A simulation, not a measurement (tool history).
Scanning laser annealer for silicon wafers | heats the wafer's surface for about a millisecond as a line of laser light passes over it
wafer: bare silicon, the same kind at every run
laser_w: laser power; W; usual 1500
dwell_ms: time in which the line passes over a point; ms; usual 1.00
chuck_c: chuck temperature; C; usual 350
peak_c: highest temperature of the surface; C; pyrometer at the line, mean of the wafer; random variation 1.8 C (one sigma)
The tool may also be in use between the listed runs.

Run 1, hour 0.0: usual settings. Result: peak_c 1072 C.
Run 2, hour 32.4: usual settings. Result: peak_c 1072 C.
Run 3, hour 70.0: usual settings. Result: peak_c 1073 C.
Run 4, hour 135.7: usual settings. Result: peak_c 1070 C.
Run 5, hour 173.0: usual settings. Result: peak_c 1070 C.
Run 6, hour 236.8: usual settings. Result: peak_c 1068 C.
Run 7, hour 274.1: usual settings but chuck_c 366 C. Result: peak_c 1086 C.
Run 8, hour 321.1: usual settings but chuck_c 366 C. Result: peak_c 1081 C.
Run 9, hour 378.1: usual settings but chuck_c 366 C. Result: peak_c 1081 C.
Run 10, hour 433.4: usual settings but chuck_c 366 C. Result: peak_c 1081 C.
Run 11, hour 468.5: usual settings but chuck_c 366 C. Result: peak_c 1078 C.
Run 12, hour 508.1: usual settings but laser_w 1426 W. Result: peak_c 1022 C.
Run 13, hour 572.4: usual settings but laser_w 1395 W. Result: peak_c 1005 C.
Run 14, hour 615.0: usual settings but laser_w 1395 W. Result: peak_c 1006 C.
Run 15, hour 680.1: usual settings but laser_w 1542 W, dwell_ms 0.81 ms, chuck_c 327 C. Result: peak_c 974 C.
Run 16, hour 737.9: usual settings but laser_w 1542 W, dwell_ms 0.91 ms, chuck_c 377 C. Result: peak_c 1076 C.
Run 17, hour 803.9: usual settings but laser_w 1542 W, dwell_ms 0.91 ms, chuck_c 377 C. Result: peak_c 1070 C.
Run 18, hour 857.4: usual settings but laser_w 1542 W, dwell_ms 0.75 ms, chuck_c 313 C. Result: peak_c 931 C.
Run 19, hour 919.7: usual settings but laser_w 1542 W, dwell_ms 1.19 ms, chuck_c 345 C. Result: peak_c 1157 C.
Run 20, hour 962.2: usual settings but laser_w 1345 W, dwell_ms 0.96 ms. Result: peak_c 962 C.
At hour 1022.3: window over the wafer cleaned.
Run 21, hour 1031.1: usual settings but laser_w 1558 W, dwell_ms 0.73 ms. Result: peak_c 975 C.
Run 22, hour 1096.9: usual settings but laser_w 1312 W, dwell_ms 1.20 ms, chuck_c 339 C. Result: peak_c 1034 C.
Run 23, hour 1128.9: usual settings but laser_w 1635 W, dwell_ms 1.20 ms, chuck_c 339 C. Result: peak_c 1229 C.
Run 24, hour 1178.5: usual settings but dwell_ms 1.06 ms, chuck_c 376 C. Result: peak_c 1121 C.
Run 25, hour 1226.5: usual settings but dwell_ms 0.76 ms, chuck_c 372 C. Result: peak_c 984 C.
Run 26, hour 1288.6: usual settings but laser_w 1419 W, dwell_ms 0.85 ms, chuck_c 372 C. Result: peak_c 985 C.

Forecast each of these 5 alternatives for the next run:
Run A, hour 1330.8: usual settings but laser_w 1483 W, dwell_ms 1.01 ms, chuck_c 328 C. Result: peak_c ?.
Run B, hour 1330.8: usual settings but laser_w 1404 W, dwell_ms 0.83 ms. Result: peak_c ?.
Run C, hour 1330.8: usual settings but laser_w 1446 W, dwell_ms 1.22 ms, chuck_c 371 C. Result: peak_c ?.
Run D, hour 1330.8: usual settings but laser_w 1419 W, dwell_ms 1.03 ms, chuck_c 372 C. Result: peak_c ?.
Run E, hour 1330.8: usual settings but dwell_ms 0.96 ms. Result: peak_c ?.

run  peak_c
  A    1041
  B     950
  C    1148
  D    1057
  E    1048
Without the tool's hidden state the same runs would have given:
run  peak_c
  A    1050
  B     957
  C    1157
  D    1064
  E    1056
